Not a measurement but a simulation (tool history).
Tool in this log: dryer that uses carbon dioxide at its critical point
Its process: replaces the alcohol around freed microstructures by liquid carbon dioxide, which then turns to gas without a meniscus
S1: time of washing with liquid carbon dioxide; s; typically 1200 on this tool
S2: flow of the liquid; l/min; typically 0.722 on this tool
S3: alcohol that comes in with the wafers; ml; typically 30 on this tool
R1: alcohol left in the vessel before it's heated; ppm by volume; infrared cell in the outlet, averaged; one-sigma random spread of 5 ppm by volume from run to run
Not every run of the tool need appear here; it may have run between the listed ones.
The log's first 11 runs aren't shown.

{"run": 12, "hour": 383.6, "S1": 1200, "S2": 0.722, "S3": 76, "R1": 259}
{"run": 13, "hour": 423.4, "S1": 1200, "S2": 0.722, "S3": 30, "R1": 150}
{"run": 14, "hour": 450.1, "S1": 1200, "S2": 0.722, "S3": 30, "R1": 159}
{"run": 15, "hour": 470.5, "S1": 1200, "S2": 0.722, "S3": 30, "R1": 159}
{"hour": 498.7, "done": "inlet filter changed"}
{"run": 16, "hour": 498.7, "S1": 1800, "S2": 0.722, "S3": 30, "R1": 83}
{"run": 17, "hour": 527.1, "S1": 1800, "S2": 0.722, "S3": 30, "R1": 76}
{"run": 18, "hour": 565.8, "S1": 1800, "S2": 0.722, "S3": 30, "R1": 87}
{"run": 19, "hour": 588.3, "S1": 1140, "S2": 0.496, "S3": 64, "R1": 804}
{"run": 20, "hour": 630.5, "S1": 1260, "S2": 0.599, "S3": 64, "R1": 291}
{"run": 21, "hour": 662.9, "S1": 1260, "S2": 0.599, "S3": 64, "R1": 306}
{"run": 22, "hour": 699.6, "S1": 1320, "S2": 1.039, "S3": 101, "R1": 110}
{"run": 23, "hour": 733.3, "S1": 1140, "S2": 0.801, "S3": 101, "R1": 218}
{"run": 24, "hour": 767.1, "S1": 720, "S2": 1.117, "S3": 91, "R1": 314}
{"run": 25, "hour": 817.0, "S1": 720, "S2": 1.117, "S3": 91, "R1": 334}
{"run": 26, "hour": 849.2, "S1": 780, "S2": 0.751, "S3": 117, "R1": 1425}
{"run": 27, "hour": 871.6, "S1": 1200, "S2": 0.482, "S3": 38, "R1": 579}
{"run": 28, "hour": 905.7, "S1": 1200, "S2": 0.592, "S3": 30, "R1": 271}
{"run": 29, "hour": 939.6, "S1": 1200, "S2": 0.592, "S3": 30, "R1": 293}
{"run": 30, "hour": 974.5, "S1": 1920, "S2": 0.838, "S3": 30, "R1": 132}
{"run": 31, "hour": 1014.5, "S1": 1920, "S2": 0.793, "S3": 37, "R1": 143}
{"run": 32, "hour": 1057.0, "S1": 1920, "S2": 0.793, "S3": 37, "R1": 141}
{"run": 33, "hour": 1104.2, "S1": 720, "S2": 0.547, "S3": 101, "R1": 4463}
{"run": 34, "hour": 1132.1, "S1": 1140, "S2": 1.191, "S3": 101, "R1": 165}
{"run": 35, "hour": 1164.6, "S1": 1380, "S2": 0.494, "S3": 62, "R1": 659}
{"run": 36, "hour": 1198.7, "S1": 1080, "S2": 0.675, "S3": 40, "R1": 399}

Each row is a separate what-if for the run after 36, all from the same tool condition, not one after another. Results?
{"run": "A", "hour": 1223.6, "S1": 1020, "S2": 0.598, "S3": 37, "R1": "?"}
{"run": "B", "hour": 1223.6, "S1": 840, "S2": 0.722, "S3": 30, "R1": "?"}
{"run": "C", "hour": 1223.6, "S1": 1380, "S2": 1.147, "S3": 35, "R1": "?"}
{"run": "D", "hour": 1223.6, "S1": 720, "S2": 1.009, "S3": 43, "R1": "?"}
{"run": "E", "hour": 1223.6, "S1": 1260, "S2": 0.675, "S3": 28, "R1": "?"}

run=A R1=641
run=B R1=536
run=C R1=157
run=D R1=418
run=E R1=235
Had the tool no hidden state, the same runs would have come out as:
run=A R1=292
run=B R1=228
run=C R1=1
run=D R1=144
run=E R1=42

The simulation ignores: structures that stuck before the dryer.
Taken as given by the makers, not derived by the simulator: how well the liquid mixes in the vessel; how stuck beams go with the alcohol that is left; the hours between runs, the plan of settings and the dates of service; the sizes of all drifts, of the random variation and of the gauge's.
